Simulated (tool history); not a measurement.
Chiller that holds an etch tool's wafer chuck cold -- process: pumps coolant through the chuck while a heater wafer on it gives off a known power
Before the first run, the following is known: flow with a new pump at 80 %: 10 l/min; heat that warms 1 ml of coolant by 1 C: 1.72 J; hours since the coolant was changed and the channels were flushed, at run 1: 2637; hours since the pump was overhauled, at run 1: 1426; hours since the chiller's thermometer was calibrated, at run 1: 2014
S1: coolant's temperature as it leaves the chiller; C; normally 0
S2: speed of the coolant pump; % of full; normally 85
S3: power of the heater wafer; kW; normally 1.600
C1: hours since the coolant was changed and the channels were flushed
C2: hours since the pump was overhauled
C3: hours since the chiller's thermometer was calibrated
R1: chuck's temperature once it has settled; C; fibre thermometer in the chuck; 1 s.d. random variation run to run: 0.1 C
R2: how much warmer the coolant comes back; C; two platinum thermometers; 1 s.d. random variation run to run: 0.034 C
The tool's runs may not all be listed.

| run | hour | S1 | S2 | S3 | C1 | C2 | C3 | R1 | R2 |
|---|---|---|---|---|---|---|---|---|---|
| 1 | 0.0 | 0 | 85 | 1.600 | 2637 | 1426 | 2014 | 13.9 | 5.21 |
| 2 | 45.4 | 0 | 85 | 1.600 | 2683 | 1471 | 2060 | 13.7 | 5.23 |
| 3 | 78.7 | 0 | 85 | 1.600 | 2716 | 1505 | 2093 | 13.7 | 5.25 |
| 4 | 126.7 | 0 | 85 | 1.600 | 2764 | 1553 | 2141 | 13.8 | 5.22 |
| 5 | 182.3 | 0 | 85 | 1.600 | 2819 | 1608 | 2197 | 13.9 | 5.21 |
| 6 | 236.1 | 0 | 85 | 1.600 | 2873 | 1662 | 2251 | 13.8 | 5.16 |
| 7 | 261.3 | 0 | 85 | 1.600 | 2898 | 1687 | 2276 | 13.8 | 5.18 |
| 8 | 293.5 | 0 | 85 | 1.698 | 2931 | 1719 | 2308 | 14.7 | 5.46 |
| 9 | 323.2 | 0 | 85 | 2.224 | 2960 | 1749 | 2338 | 19.2 | 7.21 |
| 10 | 351.3 | 0 | 85 | 2.224 | 2988 | 1777 | 2366 | 19.2 | 7.25 |
| 11 | 407.1 | 0 | 85 | 1.304 | 3044 | 1833 | 2422 | 11.2 | 4.26 |
| 12 | 450.5 | 0 | 85 | 1.304 | 3088 | 1876 | 2465 | 11.4 | 4.20 |
| 13 | 489.6 | 0 | 85 | 1.304 | 3127 | 1916 | 2504 | 11.4 | 4.15 |
| 14 | 539.3 | 0 | 83 | 1.600 | 3176 | 1965 | 2554 | 14.2 | 5.30 |
| 15 | 581.8 | 0 | 83 | 1.600 | 3219 | 2008 | 2596 | 14.2 | 5.36 |
| 16 | 607.4 | -5 | 85 | 1.600 | 3245 | 2033 | 2622 | 9.0 | 5.19 |
| 17 | 649.2 | -8 | 88 | 0.986 | 3286 | 2075 | 2664 | 0.2 | 3.09 |
| 18 | 704.4 | -8 | 88 | 0.986 | 3342 | 2130 | 2719 | 0.5 | 3.13 |

For run 19, what comes out?
| 19 | 735.6 | 0 | 79 | 0.865 | 3373 | 2162 | 2750 | ? | ? |

{"run 19": {"R1": 7.8, "R2": 3.08}}
On a tool with no hidden condition, and with the same random variation, this run would have come out at R1 7.8 C, R2 3.08 C.

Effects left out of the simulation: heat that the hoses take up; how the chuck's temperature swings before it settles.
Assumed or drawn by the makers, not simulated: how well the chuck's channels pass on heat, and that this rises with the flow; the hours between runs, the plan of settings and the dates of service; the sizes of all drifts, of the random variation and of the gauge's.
